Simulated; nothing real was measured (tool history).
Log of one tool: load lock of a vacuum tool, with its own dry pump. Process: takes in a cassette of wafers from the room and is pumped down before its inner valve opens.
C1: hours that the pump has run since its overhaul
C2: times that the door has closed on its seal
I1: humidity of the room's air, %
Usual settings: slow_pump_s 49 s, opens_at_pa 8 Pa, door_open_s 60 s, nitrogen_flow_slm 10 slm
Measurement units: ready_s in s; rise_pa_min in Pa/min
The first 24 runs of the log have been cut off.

Run 25, day 137.975: usual settings but slow_pump_s 30 s; C1 7450; C2 5988; I1 44.3. Result: ready_s 88.6 s, rise_pa_min 0.06 Pa/min.
Run 26, day 143.846: usual settings but slow_pump_s 30 s, opens_at_pa 7 Pa, door_open_s 135 s; C1 7591; C2 6404; I1 42.3. Result: ready_s 89.4 s, rise_pa_min 0.093 Pa/min.
Run 27, day 150.121: usual settings but slow_pump_s 29 s, door_open_s 65 s; C1 7742; C2 6848; I1 44.5. Result: ready_s 86.9 s, rise_pa_min 0.077 Pa/min.
Run 28, day 153.967: usual settings but slow_pump_s 37 s, opens_at_pa 13 Pa, door_open_s 65 s, nitrogen_flow_slm 16 slm; C1 7834; C2 7120; I1 46.8. Result: ready_s 90.4 s, rise_pa_min 0.071 Pa/min.
Run 29, day 157.562: usual settings but slow_pump_s 38 s, opens_at_pa 16 Pa, door_open_s 46 s, nitrogen_flow_slm 13 slm; C1 7921; C2 7375; I1 45.1. Result: ready_s 90.1 s, rise_pa_min 0.063 Pa/min.
Run 30, day 163.079: usual settings but slow_pump_s 54 s, opens_at_pa 16 Pa, door_open_s 227 s, nitrogen_flow_slm 13 slm; C1 8053; C2 7766; I1 45.5. Result: ready_s 102.4 s, rise_pa_min 0.123 Pa/min.
Run 31, day 170.412: usual settings but slow_pump_s 54 s, opens_at_pa 12 Pa, door_open_s 90 s, nitrogen_flow_slm 13 slm; C1 8229; C2 8285; I1 47. Result: ready_s 103.5 s, rise_pa_min 0.089 Pa/min.
Run 32, day 176.808: usual settings but slow_pump_s 79 s, opens_at_pa 6 Pa, door_open_s 40 s; C1 8383; C2 8738; I1 47.4. Result: ready_s 128.6 s, rise_pa_min 0.078 Pa/min.
Run 33, day 182.288: usual settings but slow_pump_s 79 s, opens_at_pa 6 Pa, door_open_s 40 s; C1 8514; C2 9126; I1 48.9. Result: ready_s 128.1 s, rise_pa_min 0.081 Pa/min.
Run 34, day 188.4: usual settings but slow_pump_s 46 s, opens_at_pa 9 Pa, door_open_s 36 s, nitrogen_flow_slm 34 slm; C1 8661; C2 9558; I1 44.4. Result: ready_s 101.5 s, rise_pa_min 0.073 Pa/min.
Run 35, day 194.379: usual settings but opens_at_pa 13 Pa, door_open_s 200 s, nitrogen_flow_slm 40 slm; C1 8804; C2 9982; I1 46.7. Result: ready_s 99.8 s, rise_pa_min 0.102 Pa/min.
Run 36, day 203.017: usual settings but opens_at_pa 14 Pa, door_open_s 222 s, nitrogen_flow_slm 24 slm; C1 9011; C2 10593; I1 41.8. Result: ready_s 100.3 s, rise_pa_min 0.117 Pa/min.

Below are 5 alternative next runs, each starting from the tool's condition after run 36. Predict each:
Run A, day 207.704: usual settings but opens_at_pa 15 Pa, door_open_s 110 s, nitrogen_flow_slm 32 slm; C1 9124; C2 10925; I1 45.6. Result: ready_s ?, rise_pa_min ?.
Run B, day 207.704: usual settings but opens_at_pa 14 Pa, door_open_s 122 s; C1 9124; C2 10925; I1 44.8. Result: ready_s ?, rise_pa_min ?.
Run C, day 207.704: usual settings but door_open_s 183 s, nitrogen_flow_slm 6 slm; C1 9124; C2 10925; I1 44. Result: ready_s ?, rise_pa_min ?.
Run D, day 207.704: usual settings but slow_pump_s 31 s, opens_at_pa 10 Pa, nitrogen_flow_slm 17 slm; C1 9124; C2 10925; I1 44.5. Result: ready_s ?, rise_pa_min ?.
Run E, day 207.704: usual settings but opens_at_pa 9 Pa, door_open_s 51 s, nitrogen_flow_slm 33 slm; C1 9124; C2 10925; I1 43.7. Result: ready_s ?, rise_pa_min ?.

run  ready_s  rise_pa_min
  A     98.2        0.101
  B     99.7        0.122
  C    104.4        0.149
  D     89.2        0.092
  E    103.1        0.084
Take away the tool's hidden state, keep each run's random variation, and the runs would have read:
run  ready_s  rise_pa_min
  A       96        0.037
  B     97.5        0.057
  C    101.8        0.085
  D     86.6        0.028
  E    100.7        0.019
